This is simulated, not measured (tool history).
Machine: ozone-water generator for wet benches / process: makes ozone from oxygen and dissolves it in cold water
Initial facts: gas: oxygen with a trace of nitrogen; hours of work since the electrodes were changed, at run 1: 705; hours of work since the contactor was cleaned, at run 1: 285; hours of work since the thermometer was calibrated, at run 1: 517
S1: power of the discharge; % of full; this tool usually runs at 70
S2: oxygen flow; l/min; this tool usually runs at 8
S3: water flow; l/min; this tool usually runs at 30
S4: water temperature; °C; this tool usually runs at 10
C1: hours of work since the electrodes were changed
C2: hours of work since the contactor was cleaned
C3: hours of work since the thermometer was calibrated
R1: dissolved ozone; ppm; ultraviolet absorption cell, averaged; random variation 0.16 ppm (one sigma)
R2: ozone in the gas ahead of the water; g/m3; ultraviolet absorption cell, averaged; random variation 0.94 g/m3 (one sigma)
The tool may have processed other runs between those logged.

Run 1, hour 0: usual settings; C1 705; C2 285; C3 517. Result: R1 20.5 ppm, R2 155.4 g/m3.
Run 2, hour 29.2: usual settings; C1 726; C2 306; C3 538. Result: R1 20.3 ppm, R2 156.6 g/m3.
Run 3, hour 73.2: usual settings but S2 8.81 l/min; C1 758; C2 337; C3 570. Result: R1 19.9 ppm, R2 147.2 g/m3.
Run 4, hour 104.3: usual settings; C1 780; C2 360; C3 592. Result: R1 20.4 ppm, R2 156.7 g/m3.
Run 5, hour 131.7: usual settings; C1 800; C2 380; C3 612. Result: R1 20 ppm, R2 156.2 g/m3.
Run 6, hour 166.6: usual settings; C1 825; C2 405; C3 637. Result: R1 20.1 ppm, R2 156.9 g/m3.
Run 7, hour 207.3: usual settings; C1 855; C2 434; C3 667. Result: R1 20.2 ppm, R2 155.2 g/m3.
Run 8, hour 234: usual settings; C1 874; C2 453; C3 686. Result: R1 20 ppm, R2 156.1 g/m3.
Run 9, hour 272.1: usual settings; C1 902; C2 481; C3 713. Result: R1 19.7 ppm, R2 157.1 g/m3.
At hour 274.9: water thermometer calibrated.
Run 10, hour 301.4: usual settings; C1 922; C2 502; C3 19. Result: R1 19.9 ppm, R2 156.8 g/m3.
Run 11, hour 339.9: usual settings; C1 950; C2 529; C3 47. Result: R1 19.8 ppm, R2 156.4 g/m3.
At hour 349.7: water thermometer calibrated, once more.
Run 12, hour 367.3: usual settings; C1 969; C2 549; C3 13. Result: R1 20.2 ppm, R2 154.8 g/m3.
Run 13, hour 404.5: usual settings; C1 996; C2 576; C3 40. Result: R1 20 ppm, R2 156.1 g/m3.
Run 14, hour 439.3: usual settings but S1 41 % of full; C1 1021; C2 601; C3 65. Result: R1 12.4 ppm, R2 97.7 g/m3.
Run 15, hour 466.4: usual settings but S1 99 % of full, S3 19 l/min; C1 1041; C2 620; C3 84. Result: R1 37.3 ppm, R2 210.5 g/m3.
Run 16, hour 510.7: usual settings but S1 99 % of full, S2 6.86 l/min, S3 19 l/min; C1 1073; C2 652; C3 116. Result: R1 38.7 ppm, R2 232.5 g/m3.
Run 17, hour 540.9: usual settings but S1 99 % of full, S2 6.86 l/min, S3 19 l/min; C1 1095; C2 674; C3 138. Result: R1 38.5 ppm, R2 235.2 g/m3.
Run 18, hour 582.4: usual settings but S1 99 % of full, S2 6.86 l/min, S3 19 l/min; C1 1125; C2 704; C3 168. Result: R1 38.2 ppm, R2 233.4 g/m3.
Run 19, hour 625.7: usual settings but S1 46 % of full, S2 6.86 l/min, S3 27 l/min; C1 1156; C2 735; C3 199. Result: R1 15 ppm, R2 118.9 g/m3.
Run 20, hour 652.6: usual settings but S1 46 % of full, S2 6.86 l/min, S3 27 l/min; C1 1175; C2 755; C3 219. Result: R1 15 ppm, R2 119.8 g/m3.

Run 21 has not been measured yet. What should we expect?
Run 21, hour 694.6: usual settings but S1 46 % of full, S2 6.86 l/min, S3 27 l/min; C1 1206; C2 785; C3 249. Result: R1 ?, R2 ?.

{"run 21": {"R1": 15.2, "R2": 117.9}}
With the hidden condition absent and the run-to-run variation left alone, this run would have shown R1 15.7 ppm, R2 120.1 g/m3.
